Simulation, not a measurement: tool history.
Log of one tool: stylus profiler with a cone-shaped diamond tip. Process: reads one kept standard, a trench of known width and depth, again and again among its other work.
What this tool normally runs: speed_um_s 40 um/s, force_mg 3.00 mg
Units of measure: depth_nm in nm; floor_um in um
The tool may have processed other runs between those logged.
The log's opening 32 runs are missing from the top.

run    hour  speed_um_s  force_mg  depth_nm  floor_um
 33  1275.9          18      5.69    509.96     45.14
 34  1322.6         140      6.66    511.21     44.83
 35  1363.8          18      1.06    502.68     45.00
 36  1394.0          18      1.06    502.63     44.93
 37  1420.1          71      3.05    506.13     44.88
 38  1451.1          38      4.33    508.30     45.01
 39  1487.4          18      5.53    510.00     45.02
 40  1544.1          18      1.74    503.88     44.95
 41  1576.1          18      1.74    504.09     44.93
 42  1607.2          23      1.15    502.73     44.83
 43  1655.2          23      1.15    502.82     44.83
 44  1702.3          32      6.08    510.36     44.81
 45  1732.1          49      3.55    506.95     44.74
 46  1759.0          49      3.55    506.80     44.76

4 options for the next run, each taken on its own from the tool as it stands now. Forecast them:
  A  1813.2          43      3.00         ?         ?
  B  1813.2          22      5.19         ?         ?
  C  1813.2          19      1.22         ?         ?
  D  1813.2          63      2.04         ?         ?

run  depth_nm  floor_um
  A    506.09     44.73
  B    509.31     44.69
  C    502.63     44.73
  D    504.50     44.65
Stripped of hidden state, with their random variation kept, the same runs would have yielded:
run  depth_nm  floor_um
  A    507.24     46.89
  B    510.47     46.84
  C    503.78     46.88
  D    505.65     46.80

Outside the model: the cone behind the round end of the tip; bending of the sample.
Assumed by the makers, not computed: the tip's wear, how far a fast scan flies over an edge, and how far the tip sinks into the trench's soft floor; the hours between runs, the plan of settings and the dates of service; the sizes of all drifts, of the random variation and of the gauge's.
